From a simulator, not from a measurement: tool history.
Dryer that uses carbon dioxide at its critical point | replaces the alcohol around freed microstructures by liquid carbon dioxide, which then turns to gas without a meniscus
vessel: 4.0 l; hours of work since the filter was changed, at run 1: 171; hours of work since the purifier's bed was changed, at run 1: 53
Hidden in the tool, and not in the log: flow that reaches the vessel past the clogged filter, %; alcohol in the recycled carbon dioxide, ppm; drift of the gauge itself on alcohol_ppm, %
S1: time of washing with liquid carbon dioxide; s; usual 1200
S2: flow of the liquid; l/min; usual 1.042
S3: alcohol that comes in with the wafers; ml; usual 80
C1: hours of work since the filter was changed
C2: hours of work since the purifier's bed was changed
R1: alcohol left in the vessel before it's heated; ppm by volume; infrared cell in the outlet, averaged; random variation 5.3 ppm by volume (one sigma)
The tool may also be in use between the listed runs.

run	hour	S1	S2	S3	C1	C2	R1
1	0.0	1200	1.042	80	171	53	163
2	8.0	1140	1.042	80	176	58	223
3	15.8	1140	1.150	80	181	63	147
4	27.3	1140	1.150	80	188	71	156
5	39.6	1200	1.042	80	196	78	191
6	44.8	1200	1.042	27	199	82	85
7	55.9	1200	1.042	27	206	89	100
8	67.1	1200	1.042	80	214	96	199
9	74.6	1200	1.042	80	218	100	192
10	79.9	1200	1.042	80	222	104	188
11	86.9	1200	1.390	80	226	108	85
12	92.6	1200	1.390	80	230	112	83
13	102.9	1560	1.042	80	236	118	95
14	108.0	1020	0.960	46	239	122	296
15	117.9	960	1.690	28	246	128	60
16	129.8	1200	1.350	28	253	135	77
17	136.4	900	1.630	29	257	140	87
18	141.8	1020	1.550	80	261	143	107
19	150.9	1860	1.550	37	266	149	73
20	157.7	1860	1.550	40	271	153	60
21	166.2	1740	1.140	95	276	158	87
22	171.5	960	0.850	30	279	162	373
23	179.5	1140	1.580	24	285	167	85
24	189.4	1140	1.580	24	291	173	91
25	197.6	1440	1.640	28	296	178	77

Forecast each of these 3 alternatives for the next run:
A	206.3	720	1.042	80	302	184	?
B	206.3	780	1.042	32	302	184	?
C	206.3	1320	1.042	28	302	184	?

run	R1
A	1146
B	443
C	116
Without the tool's hidden state the same runs would have given:
run	R1
A	916
B	310
C	31
